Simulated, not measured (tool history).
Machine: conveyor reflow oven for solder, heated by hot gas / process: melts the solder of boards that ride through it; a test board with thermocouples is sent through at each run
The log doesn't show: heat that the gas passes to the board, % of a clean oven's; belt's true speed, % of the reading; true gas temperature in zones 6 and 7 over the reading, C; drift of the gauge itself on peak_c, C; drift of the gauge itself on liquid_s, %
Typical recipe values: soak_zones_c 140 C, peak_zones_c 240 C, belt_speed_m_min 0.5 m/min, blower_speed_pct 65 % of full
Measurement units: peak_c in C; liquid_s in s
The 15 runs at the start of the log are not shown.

run   hour  soak_zones_c  peak_zones_c  belt_speed_m_min  blower_speed_pct  hours of work since the flux was cleaned out  hours of work since the belt drive was overhauled  hours of work since the thermocouples were changed  peak_c  liquid_s
 16  177.3           138           240               0.5                76                                            46                                                 32                                                 157     225      58.9
 17  191.9           128           240             0.448                65                                            55                                                 41                                                 166   223.5      62.4
 18  206.4           152           244               0.5                87                                            65                                                 50                                                 175   232.4      67.3
 19  220.8           152           244               0.5                87                                            74                                                 59                                                 184   232.5      67.7
 20  235.7           152           244               0.5                68                                            83                                                 69                                                 194   228.4      66.1
 21  243.9           140           239             0.514                88                                            88                                                 74                                                 199   225.2      58.9
 22  254.8           130           253              0.55                87                                            95                                                 81                                                 206   232.8      55.7
 23  269.3           130           240             0.576                65                                           104                                                 90                                                 215   214.6      41.9
 24    278           146           237             0.471                81                                           110                                                 95                                                 220   225.3      66.2
 25  285.3           146           237             0.471                81                                           114                                                100                                                 225   225.6      66.4
 26  296.5           145           239             0.534                67                                           122                                                107                                                 232   220.7      54.4
 27  310.6           145           239             0.534                67                                           130                                                116                                                 241   219.6      54.4
 28  326.8           145           240             0.534                73                                           141                                                126                                                 251   222.2      55.6
 29  334.7           145           233              0.43                83                                           146                                                131                                                 256   223.7      71.8
 30    347           140           240             0.422                50                                           153                                                139                                                 264   223.2      69.6
 31  354.7           140           240             0.422                50                                           158                                                144                                                 269   223.3      69.2

Predict each of these 3 candidate next runs independently; none follows another, all start after run 31:
  A  361.2           140           240             0.422                77                                           162                                                148                                                 273       ?         ?
  B  361.2           140           240               0.5                77                                           162                                                148                                                 273       ?         ?
  C  361.2           136           240               0.5                65                                           162                                                148                                                 273       ?         ?

run  peak_c  liquid_s
  A   228.7      74.2
  B   224.1      59.4
  C   220.6      55.3
Take away the tool's hidden state, keep each run's random variation, and the runs would have read:
run  peak_c  liquid_s
  A   229.8      74.8
  B   225.6      60.3
  C   222.1      56.3

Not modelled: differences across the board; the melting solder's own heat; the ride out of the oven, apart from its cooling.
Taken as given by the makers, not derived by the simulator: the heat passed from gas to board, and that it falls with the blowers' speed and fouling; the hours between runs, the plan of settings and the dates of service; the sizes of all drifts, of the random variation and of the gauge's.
